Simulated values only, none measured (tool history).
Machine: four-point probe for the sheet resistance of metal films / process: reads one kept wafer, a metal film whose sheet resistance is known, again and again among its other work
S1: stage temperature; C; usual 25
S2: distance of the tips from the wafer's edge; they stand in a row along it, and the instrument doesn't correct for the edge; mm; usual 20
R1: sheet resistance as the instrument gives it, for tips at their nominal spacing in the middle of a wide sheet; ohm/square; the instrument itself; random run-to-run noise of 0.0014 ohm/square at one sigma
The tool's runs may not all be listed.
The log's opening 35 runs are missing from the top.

run	day	S1	S2	R1
36	47.833	18	40	6.822189
37	49.271	24	9	6.875896
38	50.283	34	31	6.782681
39	51.358	28	7	6.912715
40	52.200	28	7	6.914042
41	53.396	26	8	6.891914
42	55.071	23	14	6.838110
43	56.362	28	39	6.800079
44	57.388	20	4	7.167331

Each row is a separate what-if for the run after 44, all from the same tool condition, not one after another. Results?
A	58.696	20	8	?
B	58.696	25	6	?
C	58.696	25	48	?

run	R1
A	6.913156
B	6.964597
C	6.810087
What these runs would have given with no unlogged condition in the tool:
run	R1
A	6.893982
B	6.945330
C	6.791219
